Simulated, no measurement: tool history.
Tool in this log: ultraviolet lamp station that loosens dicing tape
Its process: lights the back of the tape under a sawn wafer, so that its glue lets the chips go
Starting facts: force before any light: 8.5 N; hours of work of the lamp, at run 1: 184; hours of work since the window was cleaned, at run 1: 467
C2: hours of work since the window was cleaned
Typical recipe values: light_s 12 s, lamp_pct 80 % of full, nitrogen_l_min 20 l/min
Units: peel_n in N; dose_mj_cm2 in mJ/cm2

Run 1, hour 0: usual settings; hours of work of the lamp 184; C2 467. Result: peel_n 1.116 N, dose_mj_cm2 409 mJ/cm2.
Run 2, hour 66.9: usual settings; hours of work of the lamp 233; C2 516. Result: peel_n 1.08 N, dose_mj_cm2 405 mJ/cm2.
Run 3, hour 116.5: usual settings; hours of work of the lamp 269; C2 552. Result: peel_n 1.187 N, dose_mj_cm2 396 mJ/cm2.
At hour 163: window cleaned of glue's vapour.
Run 4, hour 171.4: usual settings; hours of work of the lamp 309; C2 6. Result: peel_n 1.281 N, dose_mj_cm2 381 mJ/cm2.
Run 5, hour 212: usual settings but light_s 17 s; hours of work of the lamp 339; C2 36. Result: peel_n 0.656 N, dose_mj_cm2 525 mJ/cm2.
Run 6, hour 241.2: usual settings; hours of work of the lamp 360; C2 57. Result: peel_n 1.3 N, dose_mj_cm2 369 mJ/cm2.
Run 7, hour 290.9: usual settings; hours of work of the lamp 396; C2 93. Result: peel_n 1.366 N, dose_mj_cm2 363 mJ/cm2.
Run 8, hour 338: usual settings but light_s 19 s; hours of work of the lamp 430; C2 128. Result: peel_n 0.565 N, dose_mj_cm2 574 mJ/cm2.
Run 9, hour 382.9: usual settings; hours of work of the lamp 463; C2 160. Result: peel_n 1.421 N, dose_mj_cm2 350 mJ/cm2.
At hour 421.7: window cleaned of glue's vapour, once more.
Run 10, hour 439.3: usual settings; hours of work of the lamp 504; C2 13. Result: peel_n 1.074 N, dose_mj_cm2 409 mJ/cm2.
Run 11, hour 506.4: usual settings; hours of work of the lamp 553; C2 62. Result: peel_n 1.105 N, dose_mj_cm2 409 mJ/cm2.
Run 12, hour 550.7: usual settings; hours of work of the lamp 585; C2 94. Result: peel_n 1.133 N, dose_mj_cm2 404 mJ/cm2.
Run 13, hour 592.9: usual settings; hours of work of the lamp 616; C2 125. Result: peel_n 1.196 N, dose_mj_cm2 397 mJ/cm2.
Run 14, hour 640.6: usual settings; hours of work of the lamp 651; C2 160. Result: peel_n 1.223 N, dose_mj_cm2 391 mJ/cm2.
Run 15, hour 706.7: usual settings but light_s 13 s; hours of work of the lamp 699; C2 208. Result: peel_n 1.073 N, dose_mj_cm2 414 mJ/cm2.
Run 16, hour 766.9: usual settings but light_s 13 s; hours of work of the lamp 743; C2 252. Result: peel_n 1.134 N, dose_mj_cm2 409 mJ/cm2.
Run 17, hour 823.9: usual settings but light_s 13 s; hours of work of the lamp 784; C2 293. Result: peel_n 1.133 N, dose_mj_cm2 401 mJ/cm2.
Run 18, hour 871.6: usual settings but nitrogen_l_min 7 l/min; hours of work of the lamp 819; C2 328. Result: peel_n 2.53 N, dose_mj_cm2 366 mJ/cm2.
Run 19, hour 927.5: usual settings but nitrogen_l_min 7 l/min; hours of work of the lamp 860; C2 369. Result: peel_n 2.722 N, dose_mj_cm2 358 mJ/cm2.
Run 20, hour 977: usual settings but nitrogen_l_min 7 l/min; hours of work of the lamp 896; C2 405. Result: peel_n 2.651 N, dose_mj_cm2 354 mJ/cm2.
Run 21, hour 1018.1: usual settings but light_s 9 s, lamp_pct 76 % of full, nitrogen_l_min 7 l/min; hours of work of the lamp 926; C2 435. Result: peel_n 3.766 N, dose_mj_cm2 250 mJ/cm2.
Run 22, hour 1081.8: usual settings but lamp_pct 65 % of full, nitrogen_l_min 37 l/min; hours of work of the lamp 973; C2 481. Result: peel_n 1.504 N, dose_mj_cm2 278 mJ/cm2.
Run 23, hour 1133.1: usual settings but lamp_pct 65 % of full, nitrogen_l_min 37 l/min; hours of work of the lamp 1010; C2 519. Result: peel_n 1.546 N, dose_mj_cm2 274 mJ/cm2.
Run 24, hour 1185.7: usual settings but lamp_pct 61 % of full, nitrogen_l_min 14 l/min; hours of work of the lamp 1048; C2 557. Result: peel_n 2.794 N, dose_mj_cm2 255 mJ/cm2.
At hour 1224.5: window cleaned of glue's vapour.
Run 25, hour 1233.9: usual settings but light_s 7 s, lamp_pct 82 % of full, nitrogen_l_min 15 l/min; hours of work of the lamp 1083; C2 7. Result: peel_n 3.215 N, dose_mj_cm2 218 mJ/cm2.
Run 26, hour 1261.5: usual settings but light_s 14 s, lamp_pct 61 % of full, nitrogen_l_min 16 l/min; hours of work of the lamp 1103; C2 27. Result: peel_n 1.966 N, dose_mj_cm2 316 mJ/cm2.
Run 27, hour 1325.7: usual settings but light_s 17 s, lamp_pct 61 % of full, nitrogen_l_min 16 l/min; hours of work of the lamp 1150; C2 74. Result: peel_n 1.472 N, dose_mj_cm2 379 mJ/cm2.
Run 28, hour 1356.3: usual settings but light_s 19 s, lamp_pct 88 % of full, nitrogen_l_min 34 l/min; hours of work of the lamp 1172; C2 96. Result: peel_n 0.315 N, dose_mj_cm2 604 mJ/cm2.
Run 29, hour 1407.2: usual settings but nitrogen_l_min 26 l/min; hours of work of the lamp 1210; C2 133. Result: peel_n 1.346 N, dose_mj_cm2 343 mJ/cm2.
Run 30, hour 1465.5: usual settings but light_s 23 s, lamp_pct 85 % of full; hours of work of the lamp 1252; C2 176. Result: peel_n 0.377 N, dose_mj_cm2 686 mJ/cm2.
Run 31, hour 1508.6: usual settings but light_s 24 s, lamp_pct 78 % of full, nitrogen_l_min 6 l/min; hours of work of the lamp 1283; C2 207. Result: peel_n 1.176 N, dose_mj_cm2 643 mJ/cm2.
Run 32, hour 1539: usual settings but light_s 24 s, lamp_pct 78 % of full, nitrogen_l_min 6 l/min; hours of work of the lamp 1306; C2 229. Result: peel_n 1.228 N, dose_mj_cm2 641 mJ/cm2.
At hour 1589.8: lamp changed.
Run 33, hour 1591.8: usual settings but light_s 6 s; hours of work of the lamp 1; C2 267. Result: peel_n 2.798 N, dose_mj_cm2 216 mJ/cm2.
Run 34, hour 1639: usual settings but light_s 6 s; hours of work of the lamp 36; C2 302. Result: peel_n 2.784 N, dose_mj_cm2 221 mJ/cm2.
Run 35, hour 1703.8: usual settings but light_s 15 s, nitrogen_l_min 19 l/min; hours of work of the lamp 83; C2 349. Result: peel_n 0.668 N, dose_mj_cm2 540 mJ/cm2.
Run 36, hour 1747.2: usual settings but light_s 15 s, nitrogen_l_min 19 l/min; hours of work of the lamp 115; C2 380. Result: peel_n 0.676 N, dose_mj_cm2 529 mJ/cm2.
Run 37, hour 1790.3: usual settings but light_s 15 s, nitrogen_l_min 19 l/min; hours of work of the lamp 146; C2 412. Result: peel_n 0.69 N, dose_mj_cm2 524 mJ/cm2.
Run 38, hour 1837.1: usual settings but light_s 8 s, nitrogen_l_min 7 l/min; hours of work of the lamp 180; C2 446. Result: peel_n 3.455 N, dose_mj_cm2 275 mJ/cm2.
Run 39, hour 1886: usual settings but light_s 9 s; hours of work of the lamp 216; C2 482. Result: peel_n 1.775 N, dose_mj_cm2 305 mJ/cm2.

Describe how what the log doesn't record of the tool's condition differs between the last listed run preceding each entry between runs and the first listed run following it.
Logged between run 3 and run 4: window cleaned of glue's vapour (hour 163)
  lamp's light, % of a new lamp's: 93.6 -> 92.7; light that the window lets through, % of a clean one's: 90.1 -> 86.5
  difference, measured minus the result without the unlogged condition, peel_n: +0.339 -> +0.443 N; dose_mj_cm2: -74 -> -94 mJ/cm2
Logged between run 9 and run 10: window cleaned of glue's vapour, once more (hour 421.7)
  lamp's light, % of a new lamp's: 89.7 -> 88.9; light that the window lets through, % of a clean one's: 84 -> 99.4
  difference, measured minus the result without the unlogged condition, peel_n: +0.588 -> +0.235 N; dose_mj_cm2: -116 -> -54 mJ/cm2
Logged between run 24 and run 25: window cleaned of glue's vapour (hour 1224.5)
  lamp's light, % of a new lamp's: 78 -> 77.3; light that the window lets through, % of a clean one's: 90.8 -> 99.3
  difference, measured minus the result without the unlogged condition, peel_n: +1.011 -> +0.816 N; dose_mj_cm2: -105 -> -65 mJ/cm2
Logged between run 32 and run 33: lamp changed (hour 1589.8)
  lamp's light, % of a new lamp's: 73 -> 98.6; light that the window lets through, % of a clean one's: 95.8 -> 95.2
  difference, measured minus the result without the unlogged condition, peel_n: +0.64 -> +0.196 N; dose_mj_cm2: -276 -> -15 mJ/cm2

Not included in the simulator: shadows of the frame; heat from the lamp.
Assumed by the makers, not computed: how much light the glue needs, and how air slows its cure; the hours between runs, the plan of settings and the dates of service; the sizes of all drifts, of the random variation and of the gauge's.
